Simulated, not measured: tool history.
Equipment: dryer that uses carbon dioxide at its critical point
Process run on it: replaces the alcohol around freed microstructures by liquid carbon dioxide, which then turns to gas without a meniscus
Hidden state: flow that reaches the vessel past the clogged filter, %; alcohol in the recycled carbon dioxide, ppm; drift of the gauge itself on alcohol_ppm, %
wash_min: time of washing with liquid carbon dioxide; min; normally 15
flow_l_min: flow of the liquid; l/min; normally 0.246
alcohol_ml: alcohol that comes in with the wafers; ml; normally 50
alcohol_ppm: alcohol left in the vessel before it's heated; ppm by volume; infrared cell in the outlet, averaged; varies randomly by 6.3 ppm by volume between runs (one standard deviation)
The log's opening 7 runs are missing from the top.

run	hour	wash_min	flow_l_min	alcohol_ml	hours of work since the filter was changed	hours of work since the purifier's bed was changed	alcohol_ppm
8	44.4	15	0.246	50	253	25	421
9	49.9	15	0.246	50	254	27	422
10	58	15	0.205	50	257	30	1074
11	65.9	15	0.246	50	260	32	432
12	71.1	15	0.246	50	262	34	405
13	78.2	15	0.246	50	264	37	423
14	86.5	15	0.246	50	267	39	432
15	90.9	15	0.246	50	269	41	431
16	96	15	0.246	50	270	43	434
# hour 104.8: inlet filter changed
17	105.6	15	0.246	50	0	46	265
18	112.3	15	0.258	73	3	48	282

Predict the results of run 19:
19	117.8	15	0.258	73	4	50	?

Run 19 came out at alcohol_ppm 290 ppm by volume.
Minus the tool's unlogged condition, the same run would have read alcohol_ppm 275 ppm by volume.
